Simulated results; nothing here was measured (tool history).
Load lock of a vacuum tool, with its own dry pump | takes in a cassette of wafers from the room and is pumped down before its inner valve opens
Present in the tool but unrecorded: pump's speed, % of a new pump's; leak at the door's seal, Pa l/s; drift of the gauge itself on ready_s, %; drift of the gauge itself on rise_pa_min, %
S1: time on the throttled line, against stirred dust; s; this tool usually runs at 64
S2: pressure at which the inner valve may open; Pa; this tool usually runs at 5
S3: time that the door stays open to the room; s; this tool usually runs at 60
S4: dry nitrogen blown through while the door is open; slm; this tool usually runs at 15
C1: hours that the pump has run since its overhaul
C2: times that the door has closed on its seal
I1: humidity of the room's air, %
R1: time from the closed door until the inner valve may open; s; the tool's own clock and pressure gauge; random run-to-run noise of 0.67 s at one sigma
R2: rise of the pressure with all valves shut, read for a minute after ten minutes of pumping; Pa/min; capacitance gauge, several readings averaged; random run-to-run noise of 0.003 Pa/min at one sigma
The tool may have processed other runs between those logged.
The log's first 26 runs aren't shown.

run      day  S1  S2   S3  S4    C1     C2    I1     R1     R2
 27  410.150  43   6  131  34  2075   3029  47.0   83.0  0.028
 28  429.733  44   6  131  34  2545   4170  44.0   84.1  0.030
 29  449.288  95   4   28  15  3015   5309  46.3  131.6  0.027
 30  467.004  95   4   28  15  3440   6341  48.7  132.0  0.027
 31  490.042  95   4   28  15  3993   7684  44.3  132.4  0.035
 32  507.712  95   4   28  15  4417   8713  45.7  131.7  0.035
 33  525.271  58   5   60  15  4838   9736  45.3   99.5  0.038
 34  543.208  58   6   60  15  5269  10781  48.1   97.9  0.045
 35  554.042  60   6   41  15  5529  11413  43.7  101.1  0.041
 36  576.917  65   6   41  15  6078  12745  45.3  106.8  0.041

Forecast each of these 4 alternatives for the next run:
  A  592.162  50   7   41  15  6444  13634  47.3   ?   ?
  B  592.162  65   6  182  15  6444  13634  45.2   ?   ?
  C  592.162  37   4   45  15  6444  13634  44.9   ?   ?
  D  592.162  65   6   50  15  6444  13634  48.7   ?   ?

run     R1     R2
  A   91.8  0.045
  B  104.3  0.069
  C   83.3  0.042
  D  106.0  0.049
The same runs, with their run-to-run variation unchanged, on a tool lacking any hidden condition would have given:
run     R1     R2
  A   86.5  0.025
  B   99.1  0.049
  C   77.2  0.023
  D  100.7  0.030
